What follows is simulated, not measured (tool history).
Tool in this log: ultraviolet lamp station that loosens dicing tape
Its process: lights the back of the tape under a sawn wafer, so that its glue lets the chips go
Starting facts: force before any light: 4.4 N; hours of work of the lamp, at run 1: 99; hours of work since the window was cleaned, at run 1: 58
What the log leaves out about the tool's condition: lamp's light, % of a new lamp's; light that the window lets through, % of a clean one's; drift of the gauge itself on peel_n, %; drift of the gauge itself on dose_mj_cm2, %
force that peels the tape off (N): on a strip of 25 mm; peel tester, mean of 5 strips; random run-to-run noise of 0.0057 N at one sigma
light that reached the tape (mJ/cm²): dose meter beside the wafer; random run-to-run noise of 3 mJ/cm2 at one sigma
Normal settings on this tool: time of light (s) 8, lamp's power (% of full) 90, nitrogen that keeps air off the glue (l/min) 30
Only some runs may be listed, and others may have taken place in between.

run   hour  time of light (s)  lamp's power (% of full)  nitrogen that keeps air off the glue (l/min)  hours of work of the lamp  hours of work since the window was cleaned  force that peels the tape off (N)  light that reached the tape (mJ/cm²)
  1    0.0                  8                        90                                            30                         99                                          58                              0.146                                   408
  2    5.0                  8                        90                                            30                        101                                          61                              0.147                                   410
  3   11.3                 11                        90                                            30                        105                                          64                              0.084                                   561
  4   15.9                  8                        82                                            30                        107                                          66                              0.210                                   380
  5   22.1                  8                        82                                            30                        110                                          69                              0.197                                   370
  6   26.3                  8                        82                                            30                        112                                          71                              0.193                                   372
  7   33.4                  8                        82                                            30                        116                                          75                              0.190                                   374
  8   40.8                  8                        90                                            30                        120                                          79                              0.162                                   410
  9   47.3                  8                        61                                            30                        123                                          82                              0.394                                   274
 10   53.1                  8                        61                                            30                        126                                          85                              0.392                                   275
 11   61.2                  8                        90                                            30                        130                                          89                              0.156                                   410
 12   67.3                  8                        90                                            30                        133                                          92                              0.161                                   406
 13   74.3                  8                        90                                            30                        137                                          96                              0.162                                   404
 14   83.7                  8                        90                                            30                        142                                         101                              0.157                                   401
 15   89.4                  8                        90                                            30                        145                                         104                              0.164                                   409
 16   96.8                  8                        65                                            30                        148                                         108                              0.369                                   292
 17  106.1                  8                        67                                            30                        153                                         112                              0.326                                   299
 18  114.4                  5                        90                                            30                        157                                         117                              0.476                                   251
 19  123.8                  5                        90                                            30                        162                                         121                              0.491                                   249
 20  132.9                  5                        90                                            30                        167                                         126                              0.495                                   247
 21  141.2                  8                        90                                            30                        171                                         130                              0.157                                   401
 22  146.0                 16                        82                                            16                        174                                         133                              0.073                                   720
 23  152.3                  5                        90                                            30                        177                                         136                              0.486                                   250
 24  160.0                  7                        80                                            35                        181                                         140                              0.309                                   310
 25  169.3                 12                        93                                            10                        186                                         145                              0.117                                   612
 26  177.9                 12                        66                                            53                        190                                         149                              0.108                                   434
 27  186.0                 12                        66                                            53                        194                                         153                              0.110                                   433
 28  193.4                  6                        90                                            30                        198                                         157                              0.357                                   295
 29  201.6                 12                        87                                            50                        202                                         161                              0.063                                   575
 30  205.4                 12                        87                                            50                        204                                         163                              0.071                                   564
 31  214.6                 12                        87                                            50                        209                                         168                              0.079                                   564
 32  222.6                 12                        87                                            50                        213                                         172                              0.060                                   560
 33  229.5                  5                        89                                            10                        216                                         175                              0.813                                   240
 34  235.2                 13                        97                                            40                        219                                         178                              0.052                                   674
 35  244.4                 13                        97                                            40                        224                                         183                              0.070                                   679
 36  252.6                 12                        61                                            10                        228                                         187                              0.322                                   392
 37  257.8                 12                        61                                            10                        231                                         190                              0.318                                   390
 38  266.8                 12                        61                                            10                        235                                         195                              0.320                                   395
 39  274.0                  5                        92                                            12                        239                                         198                              0.759                                   247
 40  283.0                  8                        85                                            20                        244                                         203                              0.264                                   358
 41  287.2                  7                        64                                            13                        246                                         205                              0.783                                   234

5 ways to go on from here, each from the tool as it stands after run 41. What would each give?
  A  293.1                  8                        70                                            30                        249                                         208                                  ?                                     ?
  B  293.1                  9                        65                                            20                        249                                         208                                  ?                                     ?
  C  293.1                 15                        98                                            21                        249                                         208                                  ?                                     ?
  D  293.1                 10                        90                                            11                        249                                         208                                  ?                                     ?
  E  293.1                  8                        90                                            34                        249                                         208                                  ?                                     ?

run  force that peels the tape off (N)  light that reached the tape (mJ/cm²)
  A                              0.340                                   297
  B                              0.361                                   313
  C                              0.061                                   781
  D                              0.187                                   478
  E                              0.175                                   378
Without the tool's hidden state the same runs would have given:
run  force that peels the tape off (N)  light that reached the tape (mJ/cm²)
  A                              0.248                                   340
  B                              0.263                                   359
  C                              0.058                                   895
  D                              0.135                                   548
  E                              0.127                                   433

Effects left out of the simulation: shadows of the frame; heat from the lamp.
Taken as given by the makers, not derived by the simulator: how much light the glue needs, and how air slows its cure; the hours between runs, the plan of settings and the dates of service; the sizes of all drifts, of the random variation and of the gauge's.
